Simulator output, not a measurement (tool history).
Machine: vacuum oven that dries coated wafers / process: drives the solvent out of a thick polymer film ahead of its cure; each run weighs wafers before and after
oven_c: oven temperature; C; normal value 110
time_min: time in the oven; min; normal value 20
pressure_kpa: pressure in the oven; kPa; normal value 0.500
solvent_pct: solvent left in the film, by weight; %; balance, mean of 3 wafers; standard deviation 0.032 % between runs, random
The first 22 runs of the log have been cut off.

| run | hour | oven_c | time_min | pressure_kpa | solvent_pct |
|---|---|---|---|---|---|
| 23 | 1876.1 | 110 | 23 | 0.500 | 1.66 |
| 24 | 1955.3 | 119 | 29 | 0.276 | 0.37 |
| 25 | 2044.7 | 98 | 16 | 0.409 | 6.87 |
|  | 2053.4 | vacuum gauge cleaned of residue and calibrated |
| 26 | 2096.5 | 98 | 17 | 0.799 | 6.98 |
| 27 | 2150.6 | 118 | 13 | 0.434 | 1.72 |
| 28 | 2222.4 | 110 | 20 | 0.527 | 2.10 |
| 29 | 2315.9 | 106 | 34 | 0.500 | 1.49 |
| 30 | 2378.6 | 106 | 34 | 0.500 | 1.42 |

Run 31 has not been measured yet. What should we expect?
| 31 | 2475.5 | 111 | 20 | 1.074 | ? |

{"run 31": {"solvent_pct": 2.2}}
With the hidden condition absent and the run-to-run variation left alone, this run would have shown solvent_pct 1.95 %.
